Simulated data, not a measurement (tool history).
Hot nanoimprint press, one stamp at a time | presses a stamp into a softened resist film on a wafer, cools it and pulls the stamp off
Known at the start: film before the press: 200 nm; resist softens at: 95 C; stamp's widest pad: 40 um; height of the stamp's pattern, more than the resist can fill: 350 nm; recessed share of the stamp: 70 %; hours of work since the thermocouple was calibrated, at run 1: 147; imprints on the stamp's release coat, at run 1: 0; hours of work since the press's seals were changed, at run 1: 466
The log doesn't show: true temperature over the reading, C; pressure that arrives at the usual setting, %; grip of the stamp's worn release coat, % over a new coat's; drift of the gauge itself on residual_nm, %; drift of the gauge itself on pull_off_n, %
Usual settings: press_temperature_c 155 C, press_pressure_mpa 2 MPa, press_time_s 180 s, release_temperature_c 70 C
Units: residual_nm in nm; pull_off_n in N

| run | hour | press_temperature_c | press_pressure_mpa | press_time_s | release_temperature_c | hours of work since the thermocouple was calibrated | imprints on the stamp's release coat | hours of work since the press's seals were changed | residual_nm | pull_off_n |
|---|---|---|---|---|---|---|---|---|---|---|
| 1 | 0 | 155 | 2 | 180 | 70 | 147 | 0 | 466 | 93.5 | 90 |
| 2 | 62.2 | 155 | 2 | 180 | 70 | 189 | 300 | 509 | 94.5 | 102 |
| 3 | 87.5 | 160 | 2 | 180 | 70 | 207 | 423 | 526 | 75.5 | 98 |
| 4 | 144.2 | 155 | 2 | 180 | 55 | 245 | 698 | 564 | 94.3 | 130 |
| 5 | 202.9 | 155 | 2 | 180 | 55 | 285 | 982 | 604 | 92.5 | 135 |
| 6 | 256.3 | 155 | 2.13 | 180 | 70 | 321 | 1240 | 640 | 91.1 | 124 |
| 7 | 305.2 | 164 | 2 | 180 | 70 | 354 | 1477 | 673 | 62.5 | 127 |
| 8 | 359.8 | 155 | 2 | 180 | 70 | 391 | 1741 | 710 | 92.6 | 132 |
| 9 | 390.9 | 155 | 2 | 180 | 70 | 412 | 1892 | 731 | 93.1 | 140 |
|  | 427.1 | stamp cleaned and given a new release coat |
| 10 | 459.5 | 155 | 2 | 180 | 55 | 455 | 157 | 774 | 92.8 | 114 |
|  | 490 | plate thermocouple calibrated |
|  | 505.3 | press's hydraulic seals changed and the load cell set to zero |
| 11 | 507.3 | 155 | 2 | 180 | 55 | 6 | 335 | 1 | 90.5 | 123 |
| 12 | 539.1 | 164 | 2 | 180 | 58 | 28 | 489 | 23 | 61.3 | 118 |
| 13 | 569 | 156 | 2 | 263 | 70 | 48 | 634 | 43 | 74.5 | 110 |
| 14 | 608.5 | 159 | 1.47 | 351 | 59 | 75 | 825 | 70 | 65.8 | 129 |
| 15 | 644.3 | 159 | 1.47 | 351 | 59 | 99 | 998 | 94 | 66.4 | 129 |
| 16 | 698.9 | 155 | 2 | 208 | 61 | 136 | 1263 | 131 | 85 | 136 |
| 17 | 745.8 | 146 | 2.96 | 180 | 66 | 168 | 1489 | 163 | 113.5 | 134 |

3 ways to go on from here, each from the tool as it stands after run 17. What would each give?
| A | 782.2 | 155 | 1.61 | 180 | 73 | 193 | 1666 | 188 | ? | ? |
| B | 782.2 | 146 | 1.24 | 180 | 78 | 193 | 1666 | 188 | ? | ? |
| C | 782.2 | 152 | 2.74 | 180 | 63 | 193 | 1666 | 188 | ? | ? |

| run | residual_nm | pull_off_n |
|---|---|---|
| A | 98.5 | 124 |
| B | 148.1 | 119 |
| C | 90.4 | 142 |
Without the tool's hidden state the same runs would have given:
| run | residual_nm | pull_off_n |
|---|---|---|
| A | 101.1 | 86 |
| B | 150.8 | 83 |
| C | 92.6 | 98 |
